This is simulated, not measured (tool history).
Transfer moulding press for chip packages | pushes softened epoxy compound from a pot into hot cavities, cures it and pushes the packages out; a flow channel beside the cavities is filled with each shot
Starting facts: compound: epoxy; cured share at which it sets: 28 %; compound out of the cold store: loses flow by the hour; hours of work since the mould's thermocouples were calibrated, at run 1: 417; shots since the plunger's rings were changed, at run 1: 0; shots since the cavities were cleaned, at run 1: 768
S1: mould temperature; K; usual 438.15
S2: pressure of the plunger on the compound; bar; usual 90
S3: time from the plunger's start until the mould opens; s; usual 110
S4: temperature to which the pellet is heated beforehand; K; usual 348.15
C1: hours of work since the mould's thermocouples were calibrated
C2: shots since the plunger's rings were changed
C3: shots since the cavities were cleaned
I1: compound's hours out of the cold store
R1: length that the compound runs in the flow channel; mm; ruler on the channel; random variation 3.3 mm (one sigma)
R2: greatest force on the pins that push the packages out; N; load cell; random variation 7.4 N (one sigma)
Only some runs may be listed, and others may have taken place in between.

run	hour	S1	S2	S3	S4	C1	C2	C3	I1	R1	R2
1	0	438.15	90	110	348.15	417	0	768	39.4	811	466
# hour 18.5: cavities cleaned with cleaning compound and waxed
2	37	438.15	90	124	348.15	432	265	138	43.8	789	344
3	117.6	438.15	90	124	348.15	466	869	742	18.9	878	430
# hour 139.3: cavities cleaned with cleaning compound and waxed
4	200.5	434.15	90	110	348.15	500	1477	458	32.5	835	543
# hour 259.2: cavities cleaned with cleaning compound and waxed
5	261.2	434.15	90	110	348.15	525	1920	15	14.3	896	433
6	326	434.15	90	110	348.15	552	2405	500	35.9	804	568
# hour 382.1: cavities cleaned with cleaning compound and waxed
7	390.4	434.15	90	110	348.15	578	2876	62	10.3	902	464
# hour 398.9: plunger's sealing rings changed
8	462.5	434.15	90	110	348.15	607	475	582	36.3	828	581
9	499.8	434.15	90	110	348.15	623	754	861	31.6	840	607
# hour 505.7: cavities cleaned with cleaning compound and waxed
10	537.8	438.15	90	110	348.15	638	1028	241	34.2	813	418
11	573.2	438.15	90	110	348.15	653	1292	505	9.4	906	496
# hour 624.7: cavities cleaned with cleaning compound and waxed
12	624.7	432.15	90	110	348.15	674	1666	0	45.4	788	460
13	702.4	432.15	90	110	348.15	706	2248	582	32.8	828	689
# hour 745.4: cavities cleaned with cleaning compound and waxed
14	761	438.15	90	110	348.15	730	2674	116	27.3	822	374
# hour 800: plunger's sealing rings changed
15	830.5	438.15	109	110	348.15	758	228	618	9.9	1011	505
# hour 838.2: mould's thermocouples calibrated
# hour 872.5: cavities cleaned with cleaning compound and waxed
16	891.1	438.15	109	110	348.15	21	655	139	18.9	969	371
17	932.3	438.15	109	110	353.15	39	963	447	27.9	919	452
18	965.3	438.15	99.5	121	353.15	53	1210	694	35.9	846	432
# hour 991.5: cavities cleaned with cleaning compound and waxed
19	1012.9	438.15	90	100	348.15	72	1555	160	36.9	801	424
20	1059	443.15	90	110	341.15	91	1900	505	24.5	826	402
# hour 1111.1: cavities cleaned with cleaning compound and waxed
21	1136.6	444.15	90	110	347.15	123	2469	190	30.2	800	342
# hour 1199.5: plunger's sealing rings changed
22	1217.5	438.15	82.6	110	348.15	156	135	777	39.7	768	463
# hour 1236.4: cavities cleaned with cleaning compound and waxed
23	1275.4	438.15	82.6	110	348.15	179	557	292	42.4	756	412
24	1340	438.15	90	144	350.15	206	1040	775	17.9	873	398
# hour 1355.9: cavities cleaned with cleaning compound and waxed
25	1374.9	438.15	71.1	113	348.15	220	1290	142	16.3	779	372
26	1418.4	438.15	90	146	353.15	238	1616	468	22.8	846	372
# hour 1475: cavities cleaned with cleaning compound and waxed
27	1496.5	443.15	85.9	146	353.15	270	2188	160	46.8	726	317
28	1570.2	443.15	85.9	146	343.15	301	2740	712	41.8	741	389

Alternative continuations, all from the tool just after run 28; predict every row:
# hour 1594.6: cavities cleaned with cleaning compound and waxed
# hour 1603: plunger's sealing rings changed
A	1609.3	438.15	71.9	110	348.15	316	47	91	35.2	?	?
# hour 1594.6: cavities cleaned with cleaning compound and waxed
# hour 1603: plunger's sealing rings changed
B	1609.3	444.15	90	129	345.15	316	47	91	46.3	?	?
# hour 1594.6: cavities cleaned with cleaning compound and waxed
# hour 1603: plunger's sealing rings changed
C	1609.3	440.15	90	110	348.15	316	47	91	41.1	?	?

run	R1	R2
A	736	363
B	770	316
C	785	347
Take away the tool's hidden state, keep each run's random variation, and the runs would have read:
run	R1	R2
A	734	314
B	768	282
C	783	304

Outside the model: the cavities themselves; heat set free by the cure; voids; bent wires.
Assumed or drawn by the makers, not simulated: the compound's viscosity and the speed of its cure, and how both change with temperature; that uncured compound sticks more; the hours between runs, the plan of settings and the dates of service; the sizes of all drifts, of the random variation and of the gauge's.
